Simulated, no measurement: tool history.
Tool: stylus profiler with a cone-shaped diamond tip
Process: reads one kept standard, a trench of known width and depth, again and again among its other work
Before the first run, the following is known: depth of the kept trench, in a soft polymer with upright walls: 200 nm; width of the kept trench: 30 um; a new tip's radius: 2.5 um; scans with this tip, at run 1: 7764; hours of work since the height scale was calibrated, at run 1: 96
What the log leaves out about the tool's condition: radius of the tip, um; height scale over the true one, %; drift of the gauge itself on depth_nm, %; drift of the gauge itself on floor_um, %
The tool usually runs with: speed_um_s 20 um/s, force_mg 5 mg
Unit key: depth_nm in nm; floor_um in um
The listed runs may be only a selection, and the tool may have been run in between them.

| run | hour | speed_um_s | force_mg | scans with this tip | hours of work since the height scale was calibrated | depth_nm | floor_um |
|---|---|---|---|---|---|---|---|
| 1 | 0 | 20 | 5 | 7764 | 96 | 204.85 | 27.92 |
| 2 | 72.5 | 20 | 5 | 8093 | 150 | 204.85 | 27.99 |
| 3 | 142.1 | 20 | 5 | 8410 | 202 | 204.9 | 28.01 |
| 4 | 220.4 | 20 | 5 | 8766 | 261 | 204.88 | 28.01 |
| 5 | 259.3 | 20 | 5 | 8943 | 290 | 204.89 | 27.99 |
| 6 | 329.5 | 20 | 5 | 9262 | 342 | 205.08 | 28 |
| 7 | 378.5 | 20 | 4.09 | 9485 | 379 | 204.2 | 27.99 |
| 8 | 428.9 | 20 | 4.09 | 9715 | 417 | 204.32 | 27.99 |
| 9 | 461.7 | 20 | 2.83 | 9864 | 442 | 203.65 | 27.96 |
| 10 | 534.4 | 20 | 8.21 | 10194 | 496 | 206.67 | 27.99 |
| 11 | 609.4 | 20 | 8.21 | 10535 | 552 | 206.72 | 27.99 |
| 12 | 659.7 | 20 | 6.24 | 10764 | 590 | 205.64 | 27.98 |
| 13 | 736.1 | 20 | 6.24 | 11112 | 647 | 205.52 | 27.99 |
| 14 | 803.9 | 20 | 7.45 | 11420 | 698 | 206.3 | 27.99 |
| 15 | 841.6 | 20 | 5 | 11592 | 726 | 204.49 | 27.94 |
| 16 | 876.8 | 20 | 5 | 11752 | 753 | 204.87 | 27.94 |
| 17 | 917.7 | 20 | 5 | 11938 | 783 | 204.82 | 27.99 |
| 18 | 993 | 20 | 5 | 12280 | 840 | 204.85 | 27.96 |
| 19 | 1052 | 25 | 5.77 | 12548 | 884 | 205.3 | 27.98 |
| 20 | 1105.8 | 19 | 3.96 | 12793 | 924 | 204.12 | 27.99 |
| 21 | 1150.6 | 23 | 8.71 | 12997 | 958 | 206.96 | 27.96 |

For run 22, what comes out?
| 22 | 1195.5 | 11 | 3.06 | 13201 | 991 | ? | ? |

{"run 22": {"depth_nm": 203.42, "floor_um": 28}}
Were there no unlogged condition in the tool, this run, its random variation unchanged, would have produced depth_nm 203.4 nm, floor_um 28.02 um.
